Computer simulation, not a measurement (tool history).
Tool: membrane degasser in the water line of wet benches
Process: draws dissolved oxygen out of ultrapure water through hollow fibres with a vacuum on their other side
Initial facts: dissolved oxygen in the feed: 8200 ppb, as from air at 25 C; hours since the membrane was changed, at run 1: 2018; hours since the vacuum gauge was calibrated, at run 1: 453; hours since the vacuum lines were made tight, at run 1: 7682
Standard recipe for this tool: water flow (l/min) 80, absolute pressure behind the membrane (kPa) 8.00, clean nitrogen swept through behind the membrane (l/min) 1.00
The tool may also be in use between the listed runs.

run,hour,water flow (l/min),absolute pressure behind the membrane (kPa),clean nitrogen swept through behind the membrane (l/min),hours since the membrane was changed,hours since the vacuum gauge was calibrated,hours since the vacuum lines were made tight,dissolved oxygen in the water behind the degasser (ppb),pressure that the water loses in the fibres (kPa)
1,0.0,80,8.00,1.00,2018,453,7682,603.1,26.67
2,92.4,80,8.00,0.62,2111,546,7774,799.1,26.86
3,164.9,80,8.00,0.62,2183,618,7846,796.3,26.62
4,248.6,80,8.00,0.62,2267,702,7930,804.8,26.75
5,313.3,80,8.00,0.40,2332,767,7995,999.5,26.89
6,374.0,80,8.00,0.40,2392,827,8056,994.8,26.92
7,445.1,57,13.96,2.20,2463,898,8127,573.1,19.20
8,517.5,100,8.00,2.06,2536,971,8199,441.0,33.83
9,589.6,93,17.72,1.00,2608,1043,8271,1795.6,31.40
10,688.6,66,8.00,1.00,2707,1142,8370,530.8,22.16
11,772.7,104,15.76,0.77,2791,1226,8454,1948.5,34.94

What if the next run were any one of these 3? Each begins from the tool's condition after run 11:
A,841.2,87,9.90,0.52,2859,1295,8523,?,?
B,841.2,103,16.29,2.63,2859,1295,8523,?,?
C,841.2,66,7.03,2.21,2859,1295,8523,?,?

run,dissolved oxygen in the water behind the degasser (ppb),pressure that the water loses in the fibres (kPa)
A,1241.8,29.47
B,946.6,34.79
C,239.9,22.50
Stripped of hidden state, with their random variation kept, the same runs would have yielded:
run,dissolved oxygen in the water behind the degasser (ppb),pressure that the water loses in the fibres (kPa)
A,1249.3,28.76
B,942.5,33.96
C,237.2,21.97
